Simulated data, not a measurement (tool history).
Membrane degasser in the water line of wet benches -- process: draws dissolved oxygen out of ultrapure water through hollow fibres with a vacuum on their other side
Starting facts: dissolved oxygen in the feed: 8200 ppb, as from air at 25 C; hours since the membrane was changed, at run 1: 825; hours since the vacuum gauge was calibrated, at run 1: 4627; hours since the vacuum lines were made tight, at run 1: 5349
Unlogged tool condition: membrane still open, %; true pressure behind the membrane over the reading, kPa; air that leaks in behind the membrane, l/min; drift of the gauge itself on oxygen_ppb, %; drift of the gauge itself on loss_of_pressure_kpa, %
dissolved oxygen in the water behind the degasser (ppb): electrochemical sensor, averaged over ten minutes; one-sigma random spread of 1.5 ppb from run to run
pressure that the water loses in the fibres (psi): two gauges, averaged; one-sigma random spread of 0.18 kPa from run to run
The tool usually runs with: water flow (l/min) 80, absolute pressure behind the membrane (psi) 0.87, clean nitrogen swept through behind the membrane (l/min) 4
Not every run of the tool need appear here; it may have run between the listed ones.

run    hour  water flow (l/min)  absolute pressure behind the membrane (psi)  clean nitrogen swept through behind the membrane (l/min)  hours since the membrane was changed  hours since the vacuum gauge was calibrated  hours since the vacuum lines were made tight  dissolved oxygen in the water behind the degasser (ppb)  pressure that the water loses in the fibres (psi)
  1       0                  80                                         0.87                                                         4                                   825                                         4627                                          5349                                                    155.9                                              5.111
  2    50.7                  80                                         0.87                                                         4                                   875                                         4677                                          5399                                                    151.7                                              5.065
  3   103.8                  91                                         0.87                                                         4                                   928                                         4730                                          5452                                                      185                                              5.739
  4   153.7                  91                                         0.87                                                         4                                   978                                         4780                                          5502                                                    186.3                                              5.809
  5   184.4                  91                                         0.87                                                         4                                  1009                                         4811                                          5533                                                    188.1                                              5.797
  6   237.5                  91                                         0.87                                                         4                                  1062                                         4864                                          5586                                                    187.4                                              5.813
  7   312.3                  91                                         0.87                                                         4                                  1137                                         4939                                          5661                                                    189.8                                              5.868
  8   357.9                  80                                        1.968                                                         4                                  1182                                         4985                                          5707                                                    469.2                                              5.124
  9   427.6                  92                                        1.968                                                         4                                  1252                                         5054                                          5776                                                    546.7                                              5.913
 10   502.8                  80                                         0.87                                                         4                                  1327                                         5129                                          5851                                                    153.4                                               5.13
      556.5  -- vacuum gauge calibrated
 11     569                  80                                         0.87                                                         4                                  1393                                           13                                          5917                                                    154.8                                              5.134
 12   630.6                  80                                         0.87                                                         4                                  1455                                           74                                          5979                                                    149.6                                              5.159
 13   699.8                  80                                         0.87                                                         4                                  1524                                          143                                          6048                                                    152.3                                              5.149
 14   744.9                  80                                         0.87                                                         4                                  1569                                          188                                          6093                                                    151.7                                              5.152
 15   800.3                  80                                         0.87                                                         4                                  1624                                          244                                          6148                                                    151.2                                              5.233
        812  -- gauge calibrated
 16   851.8                  80                                         0.87                                                         4                                  1676                                          295                                          6200                                                    151.4                                              5.052
 17   899.4                  80                                         0.87                                                         4                                  1723                                          343                                          6248                                                    152.5                                              5.052
 18   962.2                 121                                        1.082                                                      2.65                                  1786                                          406                                          6310                                                    510.6                                              7.712
 19   998.3                  80                                        1.307                                                       4.1                                  1822                                          442                                          6346                                                    272.8                                              5.071
 20    1042                  72                                        2.083                                                      5.68                                  1866                                          485                                          6390                                                    338.5                                              4.622
 21  1094.4                  80                                        0.788                                                      6.08                                  1918                                          538                                          6443                                                       97                                              5.098
 22  1152.7                  59                                        0.788                                                      3.58                                  1977                                          596                                          6501                                                     89.9                                              3.735
 23  1189.4                  80                                         0.87                                                      5.83                                  2013                                          633                                          6538                                                    115.1                                              5.133
 24  1249.3                  80                                         0.87                                                      5.83                                  2073                                          693                                          6597                                                    117.1                                                5.1
 25  1320.8                  80                                         0.87                                                      5.83                                  2145                                          764                                          6669                                                    116.8                                              5.142
 26  1366.7                  80                                         0.87                                                      5.58                                  2191                                          810                                          6715                                                    118.8                                               5.16
 27    1417                 112                                         0.87                                                      1.74                                  2241                                          860                                          6765                                                    418.2                                              7.214
 28  1489.3                  96                                         0.84                                                       7.6                                  2313                                          933                                          6837                                                    135.7                                              6.229
 29  1544.5                  96                                         0.84                                                       7.6                                  2369                                          988                                          6893                                                    137.9                                              6.209
 30  1583.8                  96                                         0.84                                                       7.6                                  2408                                         1027                                          6932                                                    137.1                                              6.202
 31  1633.1                  91                                        0.931                                                      4.07                                  2457                                         1077                                          6981                                                    204.5                                              5.923
 32  1673.1                 100                                        1.218                                                      4.01                                  2497                                         1117                                          7021                                                      344                                              6.534

For each entry between runs, how does the tool's hidden state at the last listed run before it compare with that at the first listed run after it?
Run 10 -> run 11: vacuum gauge calibrated (hour 556.5)
  air that leaks in behind the membrane, l/min: 0.0026 -> 0.0027; drift of the gauge itself on loss_of_pressure_kpa, %: 1.65 -> 1.87
  measured minus no-state result, pressure that the water loses in the fibres (psi): +0.086 -> +0.096
Run 15 -> run 16: gauge calibrated (hour 812)
  drift of the gauge itself on loss_of_pressure_kpa, %: 2.63 -> 0.13
  measured minus no-state result, pressure that the water loses in the fibres (psi): +0.133 -> +0.007

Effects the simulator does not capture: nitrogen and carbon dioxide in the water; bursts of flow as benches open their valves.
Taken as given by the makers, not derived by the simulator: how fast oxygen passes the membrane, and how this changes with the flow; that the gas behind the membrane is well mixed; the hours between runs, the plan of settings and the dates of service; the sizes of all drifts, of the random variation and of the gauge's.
